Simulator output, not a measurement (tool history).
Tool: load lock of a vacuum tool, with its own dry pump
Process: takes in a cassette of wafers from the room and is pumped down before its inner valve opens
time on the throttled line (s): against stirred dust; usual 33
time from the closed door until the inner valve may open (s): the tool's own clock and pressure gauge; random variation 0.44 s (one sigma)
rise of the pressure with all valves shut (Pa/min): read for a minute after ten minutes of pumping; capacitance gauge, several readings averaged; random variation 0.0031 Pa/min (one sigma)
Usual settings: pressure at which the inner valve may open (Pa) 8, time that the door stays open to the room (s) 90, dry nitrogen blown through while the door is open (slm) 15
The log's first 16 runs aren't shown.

run	hour	time on the throttled line (s)	pressure at which the inner valve may open (Pa)	time that the door stays open to the room (s)	dry nitrogen blown through while the door is open (slm)	hours that the pump has run since its overhaul	times that the door has closed on its seal	incoming humidity of the room's air, %	time from the closed door until the inner valve may open (s)	rise of the pressure with all valves shut (Pa/min)
17	2638	33	8	90	15	3381	20421	43.1	61.1	0.277
18	2802.5	33	8	90	15	3546	20848	48.7	61.1	0.301
# hour 2887.2: door's seal changed, seat wiped
19	2934.1	23	8	90	15	3676	122	49.1	54.1	0.088
20	3087.7	25	11	114	6	3830	521	44.4	53.7	0.121
21	3241.2	42	15	156	15	3983	920	44	65.5	0.103
22	3435.5	47	12	72	15	4177	1425	43.2	71.5	0.067
23	3642.8	60	8	111	15	4385	1964	44.8	82.9	0.096
24	3807.1	60	8	111	15	4549	2391	43	82.2	0.092
25	4023.5	60	8	111	15	4765	2953	46.5	82.5	0.109
26	4213.9	60	7	111	15	4956	3449	48.7	83	0.109
27	4409.7	60	7	111	15	5152	3958	44.1	82.4	0.107
28	4634	22	8	90	15	5376	4541	42.7	53.2	0.096
29	4869.1	34	8	90	19	5611	5152	41.6	62.3	0.093
30	5050.8	53	11	64	18	5793	5624	45.5	74.5	0.09
31	5262	53	11	64	18	6004	6173	43.3	75.4	0.092
32	5462.6	65	11	181	18	6204	6694	41.7	84.7	0.135
33	5644.8	33	8	90	7	6387	7168	42.5	62.5	0.139
34	5876.2	33	8	205	15	6618	7769	44.4	61.6	0.163
35	5994.9	33	8	144	15	6737	8078	44.2	62.2	0.14
36	6132.5	33	8	144	15	6874	8435	45	62.3	0.153
37	6291.7	33	14	144	15	7034	8849	48.3	59.3	0.152
38	6510.1	33	14	144	15	7252	9417	44.6	60	0.156

Forecast each of these 3 alternatives for the next run:
A	6682.9	16	14	144	15	7425	9866	43.3	?	?
B	6682.9	33	8	90	6	7425	9866	45.3	?	?
C	6682.9	33	11	61	22	7425	9866	42	?	?

run	time from the closed door until the inner valve may open (s)	rise of the pressure with all valves shut (Pa/min)
A	46.1	0.157
B	61.5	0.169
C	60.1	0.112
Without the tool's hidden state the same runs would have given:
run	time from the closed door until the inner valve may open (s)	rise of the pressure with all valves shut (Pa/min)
A	44.8	0.097
B	60.2	0.11
C	58.9	0.053
